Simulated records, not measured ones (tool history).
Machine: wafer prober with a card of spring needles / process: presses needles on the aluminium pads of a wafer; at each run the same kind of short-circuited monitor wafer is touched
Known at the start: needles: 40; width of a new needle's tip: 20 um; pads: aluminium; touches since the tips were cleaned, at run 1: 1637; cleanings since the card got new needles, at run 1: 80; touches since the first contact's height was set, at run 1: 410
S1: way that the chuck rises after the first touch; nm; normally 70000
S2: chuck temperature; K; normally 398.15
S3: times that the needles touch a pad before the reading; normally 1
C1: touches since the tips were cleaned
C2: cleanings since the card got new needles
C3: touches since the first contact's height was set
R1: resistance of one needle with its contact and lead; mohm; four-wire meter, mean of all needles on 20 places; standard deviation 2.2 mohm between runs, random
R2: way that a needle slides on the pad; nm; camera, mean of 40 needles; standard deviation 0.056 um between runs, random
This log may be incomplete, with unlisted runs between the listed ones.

run,hour,S1,S2,S3,C1,C2,C3,R1,R2
1,0,70000,398.15,1,1637,80,410,277,12940
# hour 11.6: tips cleaned on abrasive film
# hour 27: tips cleaned on abrasive film
2,31.6,70000,398.15,1,1544,82,10772,278,12870
# hour 42.3: tips cleaned on abrasive film
# hour 57.3: tips cleaned on abrasive film
3,61.9,70000,398.15,1,1520,84,20683,282,12860
# hour 74.8: tips cleaned on abrasive film
4,83.2,63000,398.15,1,2761,85,27673,316,11540
# hour 90.4: tips cleaned on abrasive film
5,103,70000,398.15,1,4178,86,34176,306,12870
# hour 106.4: tips cleaned on abrasive film
6,118.7,70000,398.15,1,4039,87,39302,306,12740
# hour 122.1: tips cleaned on abrasive film
# hour 139.5: tips cleaned on abrasive film
7,147.1,70000,398.15,1,2516,89,48606,297,12660
# hour 155: tips cleaned on abrasive film
# hour 171.5: tips cleaned on abrasive film
8,179.3,70000,398.15,1,2571,91,59154,297,12750
# hour 188.6: tips cleaned on abrasive film
# hour 203.7: tips cleaned on abrasive film
9,211.4,70000,398.15,3,2516,93,69651,260,12600
# hour 220.7: tips cleaned on abrasive film
# hour 236.2: tips cleaned on abrasive film
10,243.9,70000,398.15,3,2546,95,80304,263,12650
# hour 252.4: tips cleaned on abrasive film
# hour 268.3: tips cleaned on abrasive film
11,274.9,70000,363.15,1,2174,97,90456,286,12610
# hour 286.3: tips cleaned on abrasive film
# hour 304.1: tips cleaned on abrasive film
12,311.2,56000,363.15,1,2309,99,102341,323,10030
# hour 320.2: tips cleaned on abrasive film
# hour 336.3: tips cleaned on abrasive film
13,339.2,56000,363.15,1,940,101,111505,283,9940
# hour 351.7: tips cleaned on abrasive film
# hour 368.7: tips cleaned on abrasive film
14,368.7,61000,398.15,2,0,103,121179,249,10690
# hour 385.5: tips cleaned on abrasive film
15,390.6,52000,318.15,2,1706,104,128376,280,9190
# hour 403.2: tips cleaned on abrasive film
16,415.2,86000,321.15,1,3979,105,136452,278,15410
# hour 418.9: tips cleaned on abrasive film
# hour 436.1: tips cleaned on abrasive film
17,437.5,86000,321.15,1,476,107,143732,237,15320
# hour 451.4: tips cleaned on abrasive film
18,465.9,70000,355.15,2,4799,108,153053,287,12420
# hour 468.5: tips cleaned on abrasive film
# hour 485.6: tips cleaned on abrasive film
# hour 502.8: tips cleaned on abrasive film
19,502.8,70000,334.15,1,0,111,165099,237,12280

Each row is a separate what-if for the run after 19, all from the same tool condition, not one after another. Results?
# hour 518.7: tips cleaned on abrasive film
A,520.5,86000,301.15,2,578,112,170902,?,?
# hour 518.7: tips cleaned on abrasive film
B,520.5,51000,314.15,2,578,112,170902,?,?
# hour 518.7: tips cleaned on abrasive film
C,520.5,69000,326.15,2,578,112,170902,?,?
# hour 518.7: tips cleaned on abrasive film
D,520.5,70000,334.15,2,578,112,170902,?,?

run,R1,R2
A,230,15350
B,258,8790
C,242,12060
D,241,12230
With the hidden condition removed and each run's random variation left untouched, the same runs would have given:
run,R1,R2
A,217,15970
B,222,9400
C,222,12680
D,222,12850

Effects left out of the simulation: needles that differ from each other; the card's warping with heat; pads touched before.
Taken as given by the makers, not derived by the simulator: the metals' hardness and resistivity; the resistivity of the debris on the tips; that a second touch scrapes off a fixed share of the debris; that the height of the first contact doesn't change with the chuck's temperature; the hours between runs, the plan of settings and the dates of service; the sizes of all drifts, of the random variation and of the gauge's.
